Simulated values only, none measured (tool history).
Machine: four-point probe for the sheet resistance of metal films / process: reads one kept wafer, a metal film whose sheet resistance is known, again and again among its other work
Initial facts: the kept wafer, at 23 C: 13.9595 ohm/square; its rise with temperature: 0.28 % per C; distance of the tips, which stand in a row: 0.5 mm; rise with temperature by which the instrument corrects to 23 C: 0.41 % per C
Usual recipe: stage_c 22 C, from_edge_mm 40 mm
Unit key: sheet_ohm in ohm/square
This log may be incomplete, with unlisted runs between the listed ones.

run,hour,stage_c,from_edge_mm,sheet_ohm
1,0.0,22,40,13.921664
2,38.7,22,40,13.921646
3,98.0,22,40,13.921550
4,160.4,22,40,13.927353
5,233.0,22,40,13.931001
6,268.8,28,40,13.827138
7,332.5,28,40,13.832464
8,393.0,22,6,13.983928
9,423.0,22,40,13.933871
10,470.1,22,40,13.929999
11,513.7,22,40,13.931767
12,553.8,28,40,13.825773
13,616.5,28,40,13.831160
14,667.5,28,40,13.826893
15,737.5,27,40,13.847294
16,797.3,27,40,13.854890
17,869.9,27,40,13.856932
18,915.4,27,40,13.853775
19,963.7,22,40,13.941281
20,1027.2,22,40,13.938162
21,1069.0,32,13,13.785559
22,1116.5,32,13,13.784154
23,1170.2,30,21,13.806530
24,1209.1,22,31,13.946979
25,1250.5,32,31,13.776242
26,1305.7,22,4,14.057528
27,1352.3,20,7,14.021247
28,1408.1,31,30,13.792736
29,1446.3,20,40,13.980054
# hour 1461.6: stage's thermometer calibrated
30,1508.5,20,38,14.005110
31,1568.2,22,33,13.970578
32,1599.0,25,40,13.920343
33,1657.0,30,8,13.865762
34,1716.2,29,12,13.865595
35,1763.1,29,6,13.904502
36,1797.6,18,58,14.048039
37,1844.6,18,58,14.043598
38,1904.7,22,6,14.025075
39,1943.4,18,26,14.049334

4 options for the next run, each taken on its own from the tool as it stands now. Forecast them:
A,1980.4,19,21,?
B,1980.4,25,40,?
C,1980.4,28,16,?
D,1980.4,20,40,?

run,sheet_ohm
A,14.037337
B,13.926746
C,13.880508
D,14.008072
The same runs, with their run-to-run variation unchanged, on a tool lacking any hidden condition would have given:
run,sheet_ohm
A,14.039291
B,13.928684
C,13.882438
D,14.010022
